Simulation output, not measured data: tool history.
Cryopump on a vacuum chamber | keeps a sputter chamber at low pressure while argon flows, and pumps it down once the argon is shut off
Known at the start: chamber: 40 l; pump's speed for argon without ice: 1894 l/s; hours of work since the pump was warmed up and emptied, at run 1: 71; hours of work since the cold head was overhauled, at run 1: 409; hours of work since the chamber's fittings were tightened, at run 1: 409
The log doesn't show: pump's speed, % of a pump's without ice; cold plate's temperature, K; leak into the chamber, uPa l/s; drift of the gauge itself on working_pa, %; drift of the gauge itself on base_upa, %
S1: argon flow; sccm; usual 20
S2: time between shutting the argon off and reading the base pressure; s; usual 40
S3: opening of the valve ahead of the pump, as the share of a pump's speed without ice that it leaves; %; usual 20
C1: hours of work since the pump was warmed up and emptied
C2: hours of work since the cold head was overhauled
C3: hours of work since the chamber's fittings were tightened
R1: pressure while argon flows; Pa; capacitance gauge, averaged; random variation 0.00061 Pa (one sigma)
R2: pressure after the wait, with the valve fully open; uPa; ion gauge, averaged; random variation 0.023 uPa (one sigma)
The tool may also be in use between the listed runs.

run,hour,S1,S2,S3,C1,C2,C3,R1,R2
1,0.0,20,40,20,71,409,409,0.0906,0.83
2,44.0,20,40,20,93,431,431,0.0895,0.88
3,68.6,20,40,20,106,443,443,0.0899,0.84
4,113.6,20,40,58,128,466,466,0.0332,0.88
5,161.5,20,151,20,152,490,490,0.0912,0.43
6,201.0,20,151,22,172,510,510,0.0845,0.46
7,252.7,20,40,19,198,536,536,0.0976,0.88
8,303.0,20,40,19,223,561,561,0.0978,0.94
9,342.1,20,40,19,243,580,580,0.0987,0.92
10,366.7,20,40,19,255,593,593,0.0978,0.91
11,394.7,20,40,19,269,607,607,0.0991,0.92
12,425.3,20,40,19,285,622,622,0.0985,0.96
13,449.4,20,40,19,297,634,634,0.0994,0.94
14,479.1,20,40,19,312,649,649,0.0990,0.96
# hour 516.6: pump warmed up, emptied and cooled again
15,526.6,20,40,19,5,671,671,0.0945,0.89
16,562.8,20,40,19,23,689,689,0.0939,0.95
17,609.1,20,40,19,46,712,712,0.0944,0.96
18,638.4,24,74,38,61,727,727,0.0572,0.65
19,669.7,36,156,22,77,742,742,0.1481,0.52
20,703.3,36,21,58,94,759,759,0.0589,1.39
21,754.0,16,35,49,119,785,785,0.0308,1.03
22,806.1,20,25,20,145,811,811,0.0921,1.30
23,840.6,20,25,20,163,828,828,0.0915,1.31
24,866.5,20,41,35,176,841,841,0.0551,0.99
25,898.5,29,208,25,192,857,857,0.1081,0.54
26,926.0,22,40,26,206,871,871,0.0797,0.98
27,962.4,30,25,49,224,889,889,0.0616,1.30

Run 28 comes next. What will it give?
28,986.9,40,36,53,236,902,902,?,?

Run 28 gave R1 0.0760 Pa, R2 1.08 uPa.
Without the tool's hidden state the same run would have given R1 0.0668 Pa, R2 0.79 uPa.
